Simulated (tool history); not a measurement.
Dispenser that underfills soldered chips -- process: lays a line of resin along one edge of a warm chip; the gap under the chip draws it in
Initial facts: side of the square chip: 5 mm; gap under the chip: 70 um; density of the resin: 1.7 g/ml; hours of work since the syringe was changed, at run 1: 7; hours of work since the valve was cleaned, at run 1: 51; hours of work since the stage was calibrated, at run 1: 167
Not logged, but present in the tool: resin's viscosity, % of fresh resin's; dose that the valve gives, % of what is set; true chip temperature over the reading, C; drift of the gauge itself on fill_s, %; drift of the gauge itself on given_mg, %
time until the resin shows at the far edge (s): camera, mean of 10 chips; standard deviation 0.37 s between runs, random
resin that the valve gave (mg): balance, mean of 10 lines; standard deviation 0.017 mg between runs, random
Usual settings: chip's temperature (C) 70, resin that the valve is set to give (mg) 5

run,hour,chip's temperature (C),resin that the valve is set to give (mg),hours of work since the syringe was changed,hours of work since the valve was cleaned,hours of work since the stage was calibrated,time until the resin shows at the far edge (s),resin that the valve gave (mg)
1,0,70,5,7,51,167,27.1,4.84
2,3,69,5,9,54,169,31.2,4.86
# hour 5: new syringe of resin
3,8.1,59,5,2,57,172,38.2,4.87
4,13.1,59,5,6,61,176,42.8,4.81
5,19.2,82,5,10,65,180,19.1,4.88
# hour 20: new syringe of resin
6,24.3,82,5,3,69,184,14.1,4.8
7,28.8,70,4.88,6,72,187,25.7,4.65
8,32.4,58,5,9,74,190,48.4,4.83
# hour 35.1: new syringe of resin
9,37.7,70,5,2,78,193,22.7,4.8
10,43.3,70,4.63,6,82,197,26.9,4.42
11,48.5,70,4.63,10,86,201,30.1,4.43
# hour 49.9: new syringe of resin
12,52.2,70,4.71,2,88,204,22.1,4.53
13,57.4,70,4.71,5,92,207,26.3,4.51
14,60.8,70,4.71,8,95,210,28.8,4.5
# hour 64.9: new syringe of resin
15,65.3,66,5.09,0,98,213,25.3,4.88
16,70.4,73,5.05,4,101,217,21.2,4.79
17,75.4,69,4.59,8,105,220,28.8,4.37
# hour 79.8: new syringe of resin
18,80,69,4.59,0,108,223,23.3,4.37
19,82.7,69,6.34,2,110,225,23.7,5.99
20,85.4,70,5.03,4,112,227,25,4.74
21,90.1,60,5.15,8,115,231,43.9,4.86
22,93.3,66,6.33,10,118,233,35.5,5.98
# hour 94.7: new syringe of resin
23,97.8,72,4.29,2,121,236,21.1,4.03
24,101.5,74,4.87,5,123,239,21.9,4.57
25,105.8,70,6.5,8,126,242,28.1,6.16
26,108.9,70,6.5,10,129,244,30.3,6.12
# hour 109.7: new syringe of resin
# hour 114.5: dispensing valve cleaned and set on the balance
27,114.5,70,6.5,3,0,247,22.4,6.48

Some steps in time until the resin shows at the far edge (s) between neighbouring runs. How much of each would the tool show without its hidden state too (settings, what came in, random variation), and how much is left for the hidden state, with any gauge scatter that isn't in both results?
Run 4 -> 5: chip's temperature (C) 59 -> 82. time until the resin shows at the far edge (s) -23.7: hidden state -1.8, all else -21.9.
Run 8 -> 9: chip's temperature (C) 58 -> 70, new syringe of resin. time until the resin shows at the far edge (s) -25.7: hidden state -11.1, all else -14.6.
Run 22 -> 23: chip's temperature (C) 66 -> 72, resin that the valve is set to give (mg) 6.33 -> 4.29, new syringe of resin. time until the resin shows at the far edge (s) -14.4: hidden state -8.4, all else -6.
